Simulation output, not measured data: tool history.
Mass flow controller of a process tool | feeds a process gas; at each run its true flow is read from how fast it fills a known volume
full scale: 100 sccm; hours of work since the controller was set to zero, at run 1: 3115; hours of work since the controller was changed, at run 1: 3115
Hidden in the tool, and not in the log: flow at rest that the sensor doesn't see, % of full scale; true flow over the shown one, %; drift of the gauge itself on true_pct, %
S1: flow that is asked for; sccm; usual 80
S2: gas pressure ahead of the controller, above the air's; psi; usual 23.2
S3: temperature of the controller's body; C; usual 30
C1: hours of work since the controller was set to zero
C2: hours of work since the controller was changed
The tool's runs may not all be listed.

Run 1, day 0: usual settings; C1 3115; C2 3115. Result: true flow (%) 96.48.
Run 2, day 3.304: usual settings; C1 3169; C2 3169. Result: true flow (%) 96.49.
Run 3, day 6.55: usual settings; C1 3222; C2 3222. Result: true flow (%) 96.47.
Run 4, day 8.583: usual settings; C1 3255; C2 3255. Result: true flow (%) 96.42.
Run 5, day 12.483: usual settings; C1 3319; C2 3319. Result: true flow (%) 96.42.
Run 6, day 14.933: usual settings; C1 3359; C2 3359. Result: true flow (%) 96.36.
Run 7, day 16.508: usual settings; C1 3384; C2 3384. Result: true flow (%) 96.38.
Run 8, day 20.138: usual settings; C1 3443; C2 3443. Result: true flow (%) 96.31.
Run 9, day 23.438: usual settings; C1 3497; C2 3497. Result: true flow (%) 96.22.
Run 10, day 26.383: usual settings but S1 91 sccm; C1 3545; C2 3545. Result: true flow (%) 96.41.
Run 11, day 29.625: usual settings but S1 91 sccm; C1 3598; C2 3598. Result: true flow (%) 96.4.
Run 12, day 32.821: usual settings but S1 85 sccm; C1 3650; C2 3650. Result: true flow (%) 96.32.
Run 13, day 34.9: usual settings but S2 23.9 psi; C1 3684; C2 3684. Result: true flow (%) 96.2.
Run 14, day 36.738: usual settings but S2 23.9 psi; C1 3714; C2 3714. Result: true flow (%) 96.2.
Run 15, day 40.304: usual settings but S1 57 sccm, S2 23.9 psi; C1 3772; C2 3772. Result: true flow (%) 95.85.
Run 16, day 42.904: usual settings but S1 57 sccm, S2 23.9 psi; C1 3815; C2 3815. Result: true flow (%) 95.71.
Run 17, day 46.017: usual settings but S1 57 sccm, S2 23.9 psi; C1 3866; C2 3866. Result: true flow (%) 95.78.
Run 18, day 49.088: usual settings but S1 57 sccm, S2 23.9 psi; C1 3916; C2 3916. Result: true flow (%) 95.56.
Run 19, day 52.583: usual settings but S1 57 sccm, S2 23.9 psi; C1 3973; C2 3973. Result: true flow (%) 95.45.
Run 20, day 54.338: usual settings; C1 4001; C2 4001. Result: true flow (%) 96.14.
Run 21, day 56.596: usual settings; C1 4038; C2 4038. Result: true flow (%) 95.9.
Run 22, day 59.55: usual settings but S2 34.5 psi; C1 4086; C2 4086. Result: true flow (%) 96.2.
Run 23, day 62.021: usual settings but S1 99 sccm; C1 4127; C2 4127. Result: true flow (%) 96.21.
Run 24, day 63.679: usual settings but S1 24 sccm; C1 4154; C2 4154. Result: true flow (%) 95.39.
Run 25, day 67.212: usual settings but S1 24 sccm; C1 4211; C2 4211. Result: true flow (%) 95.29.
Run 26, day 68.875: usual settings but S1 99 sccm, S2 28.4 psi, S3 29 C; C1 4238; C2 4238. Result: true flow (%) 96.58.
Run 27, day 71.746: usual settings but S1 99 sccm, S2 28.4 psi, S3 29 C; C1 4285; C2 4285. Result: true flow (%) 96.41.
Run 28, day 74.7: usual settings but S1 17 sccm, S2 23.5 psi, S3 21 C; C1 4333; C2 4333. Result: true flow (%) 96.5.
Run 29, day 77.979: usual settings but S1 17 sccm, S2 23.5 psi, S3 21 C; C1 4387; C2 4387. Result: true flow (%) 96.54.
Run 30, day 81.892: usual settings but S1 17 sccm, S2 23.5 psi, S3 21 C; C1 4451; C2 4451. Result: true flow (%) 96.49.
Run 31, day 84.271: usual settings but S1 17 sccm, S2 23.5 psi, S3 21 C; C1 4490; C2 4490. Result: true flow (%) 96.45.
Run 32, day 86.204: usual settings but S1 17 sccm, S2 36.3 psi, S3 32 C; C1 4521; C2 4521. Result: true flow (%) 95.65.
Run 33, day 89.229: usual settings but S1 13 sccm, S2 40.5 psi, S3 36 C; C1 4570; C2 4570. Result: true flow (%) 95.98.
Run 34, day 92.692: usual settings but S1 13 sccm, S2 40.5 psi, S3 36 C; C1 4627; C2 4627. Result: true flow (%) 95.98.
Run 35, day 94.921: usual settings but S1 13 sccm, S2 40.5 psi, S3 36 C; C1 4663; C2 4663. Result: true flow (%) 95.98.
Run 36, day 98.125: usual settings but S1 43 sccm, S3 26 C; C1 4716; C2 4716. Result: true flow (%) 95.35.
Run 37, day 99.708: usual settings but S1 49 sccm, S2 26.1 psi; C1 4741; C2 4741. Result: true flow (%) 95.14.
Run 38, day 101.321: usual settings but S1 49 sccm, S2 26.1 psi; C1 4768; C2 4768. Result: true flow (%) 95.02.
Run 39, day 104.896: usual settings but S3 32 C; C1 4826; C2 4826. Result: true flow (%) 95.2.
Run 40, day 107.262: usual settings but S1 44 sccm, S3 28 C; C1 4865; C2 4865. Result: true flow (%) 95.2.
Run 41, day 109.338: usual settings but S3 33 C; C1 4899; C2 4899. Result: true flow (%) 94.97.
Run 42, day 112.467: usual settings but S1 76 sccm, S2 33.9 psi, S3 35 C; C1 4950; C2 4950. Result: true flow (%) 95.16.
Run 43, day 115.662: usual settings but S1 30 sccm, S2 29.2 psi, S3 24 C; C1 5002; C2 5002. Result: true flow (%) 95.6.
Run 44, day 118.85: usual settings but S2 28.9 psi; C1 5054; C2 5054. Result: true flow (%) 95.44.
Run 45, day 120.75: usual settings but S1 10 sccm, S2 21 psi, S3 21 C; C1 5085; C2 5085. Result: true flow (%) 97.41.
Run 46, day 122.346: usual settings but S1 90 sccm, S2 38.3 psi; C1 5111; C2 5111. Result: true flow (%) 95.8.
Run 47, day 124.412: usual settings but S1 90 sccm, S2 38.3 psi; C1 5144; C2 5144. Result: true flow (%) 95.92.
Run 48, day 127.046: usual settings but S1 45 sccm, S2 21.3 psi, S3 34 C; C1 5187; C2 5187. Result: true flow (%) 94.22.

Forecast each of these 4 alternatives for the next run:
Run A, day 130.375: usual settings but S1 25 sccm, S2 38.4 psi, S3 34 C; C1 5242; C2 5242. Result: true flow (%) ?.
Run B, day 130.375: usual settings but S1 52 sccm; C1 5242; C2 5242. Result: true flow (%) ?.
Run C, day 130.375: usual settings but S1 58 sccm; C1 5242; C2 5242. Result: true flow (%) ?.
Run D, day 130.375: usual settings but S1 39 sccm, S2 21.3 psi; C1 5242; C2 5242. Result: true flow (%) ?.

run  true flow (%)
  A          94.98
  B          94.59
  C          94.68
  D          94.62
Without the tool's hidden state the same runs would have given:
run  true flow (%)
  A          97.78
  B          98.11
  C          98.27
  D          97.91

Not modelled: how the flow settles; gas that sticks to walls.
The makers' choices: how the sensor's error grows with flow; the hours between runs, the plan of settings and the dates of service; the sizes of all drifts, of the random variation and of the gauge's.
